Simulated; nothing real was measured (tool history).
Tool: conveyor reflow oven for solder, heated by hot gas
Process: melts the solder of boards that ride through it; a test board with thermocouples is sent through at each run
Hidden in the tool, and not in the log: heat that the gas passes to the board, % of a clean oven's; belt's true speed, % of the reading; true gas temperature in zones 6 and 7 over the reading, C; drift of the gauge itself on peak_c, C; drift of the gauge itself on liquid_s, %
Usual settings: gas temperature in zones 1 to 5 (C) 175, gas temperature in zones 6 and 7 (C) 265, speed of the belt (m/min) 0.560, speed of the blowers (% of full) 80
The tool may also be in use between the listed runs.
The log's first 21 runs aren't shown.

run	hour	gas temperature in zones 1 to 5 (C)	gas temperature in zones 6 and 7 (C)	speed of the belt (m/min)	speed of the blowers (% of full)	hours of work since the flux was cleaned out	hours of work since the belt drive was overhauled	hours of work since the thermocouples were changed	highest temperature of the board (C)	time above the solder's melting point (s)
22	629.6	173	265	0.664	84	167	868	46	246.0	42.2
23	653.8	173	265	0.578	55	179	880	58	241.9	44.0
24	681.4	169	254	0.560	80	193	894	72	239.8	45.1
25	711.3	169	254	0.560	80	208	909	87	239.6	44.6
26	739.8	169	254	0.655	80	222	923	101	234.6	31.7
27	772.1	175	265	0.617	62	238	939	117	242.3	42.1
28	794.0	187	273	0.504	86	248	949	128	262.3	75.7
29	823.1	187	273	0.504	86	263	964	142	262.4	76.2
30	846.5	175	265	0.623	80	274	975	154	246.9	46.6
31	863.5	175	265	0.623	80	283	984	162	246.6	46.6

Forecast each of these 3 alternatives for the next run:
A	893.7	182	265	0.560	80	298	999	177	?	?
B	893.7	175	265	0.560	53	298	999	177	?	?
C	893.7	175	265	0.496	90	298	999	177	?	?

run	highest temperature of the board (C)	time above the solder's melting point (s)
A	250.5	59.1
B	242.0	46.5
C	254.5	68.5
Without the tool's hidden state the same runs would have given:
run	highest temperature of the board (C)	time above the solder's melting point (s)
A	252.1	59.7
B	243.4	47.6
C	255.9	68.8

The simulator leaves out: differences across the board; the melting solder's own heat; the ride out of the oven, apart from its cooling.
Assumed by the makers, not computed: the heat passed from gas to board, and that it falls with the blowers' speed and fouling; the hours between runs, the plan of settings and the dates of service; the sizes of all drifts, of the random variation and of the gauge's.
